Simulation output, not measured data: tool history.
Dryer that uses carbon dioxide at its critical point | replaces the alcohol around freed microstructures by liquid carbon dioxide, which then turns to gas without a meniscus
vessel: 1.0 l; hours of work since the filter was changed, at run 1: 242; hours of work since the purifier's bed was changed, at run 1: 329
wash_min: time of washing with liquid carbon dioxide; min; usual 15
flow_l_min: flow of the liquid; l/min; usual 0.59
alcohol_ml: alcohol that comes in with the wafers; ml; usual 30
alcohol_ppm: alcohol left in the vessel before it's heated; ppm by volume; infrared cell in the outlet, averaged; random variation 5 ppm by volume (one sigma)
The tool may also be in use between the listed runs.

run,day,wash_min,flow_l_min,alcohol_ml,hours of work since the filter was changed,hours of work since the purifier's bed was changed,alcohol_ppm
1,0,15,0.59,30,242,329,81
2,2.492,13,0.59,30,281,368,141
3,4.862,13,0.59,30,318,405,149
4,6.146,13,0.59,30,339,425,167
# day 7.383: inlet filter changed
5,8.421,13,0.666,30,16,461,90
6,10.417,13,0.355,30,48,492,714
7,12.575,15,0.59,30,82,526,96
8,14.025,15,0.59,65,105,549,131
9,15.304,15,0.59,82,125,569,142
10,16.642,15,0.59,82,146,590,150
11,18.162,15,0.725,30,170,614,92
12,20.962,15,0.725,30,214,658,100
13,23.538,15,0.59,30,255,699,125
14,24.996,15,0.59,30,278,722,133
15,27.733,15,0.59,30,321,765,158
16,29.521,15,0.59,30,349,793,155
# day 30.279: inlet filter changed
17,31.471,15,0.59,30,19,823,121
18,33.275,15,0.93,30,47,852,124
19,34.592,15,0.93,30,68,872,123
20,37.462,15,0.93,30,113,918,127
21,40.083,15,0.93,30,155,959,140
22,41.579,15,0.93,30,178,982,135
23,42.833,22,0.59,25,198,1002,144
24,44.742,22,0.692,92,228,1032,152
25,46.775,22,0.781,23,260,1064,150
26,48.971,22,0.615,72,295,1099,158
27,51.983,12,0.615,72,342,1146,420
# day 53.025: inlet filter changed
28,53.875,15,0.538,30,13,1176,193
29,56.129,15,0.583,30,49,1211,180
30,57.571,17,0.987,119,72,1234,170
31,59.142,17,0.987,119,96,1259,175
32,61.05,17,0.987,119,126,1289,174
33,63.933,17,0.471,119,172,1334,377
34,66.017,9,0.377,34,205,1367,2445
35,69.012,9,0.377,34,252,1414,2575
# day 69.729: purifier's bed changed
36,70.75,9,0.377,34,277,16,2472
37,73.367,16,0.759,30,319,57,19
# day 75.904: inlet filter changed
38,76.308,15,0.59,49,6,103,44
39,78.942,15,0.395,52,48,144,399
40,81.029,15,0.395,52,81,177,425
41,82.579,15,0.503,37,105,202,109
42,83.9,15,0.503,37,126,223,118
43,86.033,22,0.583,30,160,256,44

Forecast each of these 3 alternatives for the next run:
A,88.329,12,0.59,30,196,292,?
B,88.329,22,0.711,30,196,292,?
C,88.329,15,0.632,33,196,292,?

run,alcohol_ppm
A,167
B,46
C,62
Without the tool's hidden state the same runs would have given:
run,alcohol_ppm
A,91
B,6
C,15
